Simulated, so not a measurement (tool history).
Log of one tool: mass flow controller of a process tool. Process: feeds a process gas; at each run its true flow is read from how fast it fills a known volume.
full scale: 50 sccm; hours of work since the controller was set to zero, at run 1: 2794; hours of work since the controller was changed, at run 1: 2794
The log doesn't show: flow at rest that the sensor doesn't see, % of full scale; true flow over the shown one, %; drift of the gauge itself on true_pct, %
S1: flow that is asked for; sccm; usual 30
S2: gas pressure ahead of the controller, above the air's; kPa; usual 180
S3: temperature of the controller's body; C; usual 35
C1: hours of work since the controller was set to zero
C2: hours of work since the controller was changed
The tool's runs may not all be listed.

{"run": 1, "hour": 0.0, "S1": 30, "S2": 180, "S3": 35, "C1": 2794, "C2": 2794, "true flow (%)": 99.27}
{"run": 2, "hour": 178.2, "S1": 30, "S2": 180, "S3": 35, "C1": 2856, "C2": 2856, "true flow (%)": 99.3}
{"run": 3, "hour": 407.3, "S1": 30, "S2": 180, "S3": 35, "C1": 2935, "C2": 2935, "true flow (%)": 99.26}
{"run": 4, "hour": 657.7, "S1": 30, "S2": 180, "S3": 35, "C1": 3021, "C2": 3021, "true flow (%)": 99.21}
{"run": 5, "hour": 833.3, "S1": 30, "S2": 180, "S3": 35, "C1": 3082, "C2": 3082, "true flow (%)": 99.2}
{"run": 6, "hour": 1039.3, "S1": 30, "S2": 180, "S3": 35, "C1": 3153, "C2": 3153, "true flow (%)": 99.2}
{"run": 7, "hour": 1160.9, "S1": 30, "S2": 180, "S3": 35, "C1": 3195, "C2": 3195, "true flow (%)": 99.14}
{"run": 8, "hour": 1364.0, "S1": 30, "S2": 180, "S3": 35, "C1": 3266, "C2": 3266, "true flow (%)": 99.26}
{"run": 9, "hour": 1552.9, "S1": 30, "S2": 180, "S3": 35, "C1": 3331, "C2": 3331, "true flow (%)": 99.22}
{"run": 10, "hour": 1736.1, "S1": 30, "S2": 180, "S3": 35, "C1": 3394, "C2": 3394, "true flow (%)": 99.16}
{"run": 11, "hour": 1913.6, "S1": 30, "S2": 180, "S3": 35, "C1": 3456, "C2": 3456, "true flow (%)": 99.19}
{"run": 12, "hour": 2137.6, "S1": 30, "S2": 180, "S3": 36, "C1": 3533, "C2": 3533, "true flow (%)": 99.24}
{"run": 13, "hour": 2341.2, "S1": 22, "S2": 180, "S3": 36, "C1": 3604, "C2": 3604, "true flow (%)": 98.77}
{"run": 14, "hour": 2596.6, "S1": 22, "S2": 180, "S3": 36, "C1": 3692, "C2": 3692, "true flow (%)": 98.81}
{"run": 15, "hour": 2848.8, "S1": 22, "S2": 180, "S3": 36, "C1": 3779, "C2": 3779, "true flow (%)": 98.92}
{"run": 16, "hour": 3044.8, "S1": 22, "S2": 180, "S3": 36, "C1": 3847, "C2": 3847, "true flow (%)": 98.79}
{"run": 17, "hour": 3299.7, "S1": 22, "S2": 180, "S3": 36, "C1": 3935, "C2": 3935, "true flow (%)": 98.71}
{"run": 18, "hour": 3546.2, "S1": 11, "S2": 180, "S3": 35, "C1": 4021, "C2": 4021, "true flow (%)": 97.99}
{"run": 19, "hour": 3751.4, "S1": 25, "S2": 180, "S3": 35, "C1": 4092, "C2": 4092, "true flow (%)": 98.86}
{"run": 20, "hour": 3968.7, "S1": 24, "S2": 208, "S3": 35, "C1": 4167, "C2": 4167, "true flow (%)": 98.82}
{"run": 21, "hour": 4106.9, "S1": 24, "S2": 208, "S3": 35, "C1": 4215, "C2": 4215, "true flow (%)": 98.79}
{"run": 22, "hour": 4229.2, "S1": 24, "S2": 208, "S3": 35, "C1": 4257, "C2": 4257, "true flow (%)": 98.62}
{"run": 23, "hour": 4439.3, "S1": 24, "S2": 208, "S3": 35, "C1": 4329, "C2": 4329, "true flow (%)": 98.72}
{"run": 24, "hour": 4628.7, "S1": 37, "S2": 170, "S3": 34, "C1": 4395, "C2": 4395, "true flow (%)": 99.6}
{"run": 25, "hour": 4810.8, "S1": 39, "S2": 185, "S3": 35, "C1": 4458, "C2": 4458, "true flow (%)": 99.83}
{"run": 26, "hour": 5006.6, "S1": 39, "S2": 185, "S3": 35, "C1": 4526, "C2": 4526, "true flow (%)": 99.82}
{"run": 27, "hour": 5129.2, "S1": 30, "S2": 246, "S3": 32, "C1": 4568, "C2": 4568, "true flow (%)": 98.89}
{"run": 28, "hour": 5269.9, "S1": 44, "S2": 245, "S3": 21, "C1": 4617, "C2": 4617, "true flow (%)": 99.16}
{"run": 29, "hour": 5460.6, "S1": 8, "S2": 180, "S3": 25, "C1": 4683, "C2": 4683, "true flow (%)": 97.28}
{"run": 30, "hour": 5636.3, "S1": 8, "S2": 235, "S3": 22, "C1": 4744, "C2": 4744, "true flow (%)": 96.99}
{"run": 31, "hour": 5797.8, "S1": 30, "S2": 148, "S3": 38, "C1": 4799, "C2": 4799, "true flow (%)": 99.57}
{"run": 32, "hour": 5953.9, "S1": 30, "S2": 148, "S3": 38, "C1": 4853, "C2": 4853, "true flow (%)": 99.37}

5 ways to go on from here, each from the tool as it stands after run 32. What would each give?
{"run": "A", "hour": 6164.4, "S1": 32, "S2": 248, "S3": 26, "C1": 4926, "C2": 4926, "true flow (%)": "?"}
{"run": "B", "hour": 6164.4, "S1": 30, "S2": 143, "S3": 38, "C1": 4926, "C2": 4926, "true flow (%)": "?"}
{"run": "C", "hour": 6164.4, "S1": 43, "S2": 145, "S3": 38, "C1": 4926, "C2": 4926, "true flow (%)": "?"}
{"run": "D", "hour": 6164.4, "S1": 30, "S2": 180, "S3": 22, "C1": 4926, "C2": 4926, "true flow (%)": "?"}
{"run": "E", "hour": 6164.4, "S1": 22, "S2": 179, "S3": 34, "C1": 4926, "C2": 4926, "true flow (%)": "?"}

run=A true_flow_(%)=98.66
run=B true_flow_(%)=99.45
run=C true_flow_(%)=100.23
run=D true_flow_(%)=98.62
run=E true_flow_(%)=98.78
Without the tool's hidden state the same runs would have given:
run=A true_flow_(%)=98.66
run=B true_flow_(%)=99.45
run=C true_flow_(%)=100.22
run=D true_flow_(%)=98.62
run=E true_flow_(%)=98.78
